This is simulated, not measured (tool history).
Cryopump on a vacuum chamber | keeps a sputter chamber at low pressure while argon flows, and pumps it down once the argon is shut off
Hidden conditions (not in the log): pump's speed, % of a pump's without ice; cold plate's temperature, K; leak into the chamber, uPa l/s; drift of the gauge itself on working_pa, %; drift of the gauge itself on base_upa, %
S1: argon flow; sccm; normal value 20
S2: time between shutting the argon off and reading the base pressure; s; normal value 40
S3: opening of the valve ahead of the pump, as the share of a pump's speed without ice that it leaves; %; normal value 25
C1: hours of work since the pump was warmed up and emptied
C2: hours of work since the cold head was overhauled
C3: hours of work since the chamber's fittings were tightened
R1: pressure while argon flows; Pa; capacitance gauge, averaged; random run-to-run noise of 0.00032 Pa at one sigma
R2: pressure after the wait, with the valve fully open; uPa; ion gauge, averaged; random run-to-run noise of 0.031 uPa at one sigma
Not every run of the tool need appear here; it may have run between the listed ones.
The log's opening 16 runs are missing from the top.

run   hour  S1   S2  S3   C1   C2   C3      R1    R2
 17  262.3  20   40  23  240  598  580  0.0661  2.01
 18  275.4  20   40  23  249  607  589  0.0667  2.05
 19  292.8  20   40  23  261  620  601  0.0668  1.98
 20  309.1  11   46  49  273  631  613  0.0186  1.87
 21  330.3   9  259  48  288  646  627   0.015  0.78
 22  342.5   9  259  48  296  654  636  0.0155  0.81
 23  353.3  36   23  37  304  662  643  0.0787  3.21
 24    373  20   27  35  318  676  657  0.0455  2.82
 25    392  12  217  27  331  689  671   0.035   0.9
 26  405.3  18   24  17  340  698  680   0.081  3.09
 27  415.9  18   24  17  348  706  687  0.0813  3.07
     427.4  -- pump warmed up, emptied and cooled again
 28  433.9  18   24  17    5  715  696  0.0764  2.92
 29  448.4  18   44  19   15  725  707  0.0685  1.86
 30    460  18  119  50   23  733  715  0.0273  0.97
 31  475.8  10  144  32   34  744  726  0.0227  0.88
 32    491  10  144  28   45  755  736  0.0261  0.95
 33  509.3  20  294  22   57  768  749  0.0663   0.7

Predict each of these 5 candidate next runs independently; none follows another, all start after run 33:
  A  529.7  20  293  47  72  782  764   ?   ?
  B  529.7  20   59  31  72  782  764   ?   ?
  C  529.7  21   95  47  72  782  764   ?   ?
  D  529.7  20   32  49  72  782  764   ?   ?
  E  529.7  28   65  30  72  782  764   ?   ?

run      R1    R2
  A  0.0322  0.74
  B  0.0472  1.56
  C  0.0332  1.13
  D  0.0308  2.35
  E  0.0688  1.46
Without the tool's unlogged condition, the same runs would have read:
run      R1    R2
  A  0.0311  0.34
  B  0.0462  1.16
  C   0.032  0.74
  D  0.0297  1.95
  E  0.0673  1.05

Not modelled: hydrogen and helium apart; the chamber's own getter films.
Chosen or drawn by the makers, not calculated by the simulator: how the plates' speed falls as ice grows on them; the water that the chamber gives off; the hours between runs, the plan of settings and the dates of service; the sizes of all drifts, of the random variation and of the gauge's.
